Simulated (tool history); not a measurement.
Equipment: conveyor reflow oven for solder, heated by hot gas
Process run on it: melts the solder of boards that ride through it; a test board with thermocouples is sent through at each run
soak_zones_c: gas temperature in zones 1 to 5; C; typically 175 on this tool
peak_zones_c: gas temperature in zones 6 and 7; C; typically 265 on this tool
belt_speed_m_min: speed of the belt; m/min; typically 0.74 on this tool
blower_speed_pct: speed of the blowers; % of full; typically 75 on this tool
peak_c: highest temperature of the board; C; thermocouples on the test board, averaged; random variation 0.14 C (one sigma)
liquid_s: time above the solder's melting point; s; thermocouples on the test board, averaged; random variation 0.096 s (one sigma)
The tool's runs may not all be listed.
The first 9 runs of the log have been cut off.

run,hour,soak_zones_c,peak_zones_c,belt_speed_m_min,blower_speed_pct,hours of work since the flux was cleaned out,hours of work since the belt drive was overhauled,hours of work since the thermocouples were changed,peak_c,liquid_s
10,69,175,265,0.847,74,121,279,162,248.9,40.86
11,76.7,175,265,0.847,74,127,285,168,249,40.8
12,81.9,175,265,0.847,74,131,289,172,248.7,40.53
13,90.5,175,265,0.74,75,138,296,179,252.9,50.12
14,100,175,265,0.74,52,145,304,186,246.5,44.23
15,107.1,175,265,0.798,75,151,309,191,251,44.95
16,117.8,175,265,0.798,75,159,317,200,250.7,44.99
17,126.8,175,265,0.649,50,166,324,207,249.7,54.6
18,134.8,175,265,0.649,50,172,331,213,250,54.45
19,140.5,180,265,0.646,63,177,335,218,254.5,60.69
20,150.5,171,265,0.74,75,185,343,226,252.5,48.83
21,158.7,171,265,0.74,75,191,349,232,252.5,48.78
22,168.2,174,272,0.622,75,198,357,239,263.4,66.63
23,177.6,174,272,0.622,56,206,364,247,259.3,63.46
24,186,175,265,0.708,75,212,371,253,254,53.75
25,194.5,175,255,0.656,75,219,377,260,246.7,53.5
26,200.1,175,255,0.656,75,223,382,264,246.4,53.85
27,204.6,180,255,0.656,75,227,385,268,247,56.12

What does the tool deliver on the next run?
28,215.1,175,255,0.74,60,235,394,276,?,?

peak_c: 240.3 C
liquid_s: 40.49 s
Without the tool's hidden state the same run would have given peak_c 240.6 C, liquid_s 40.82 s.
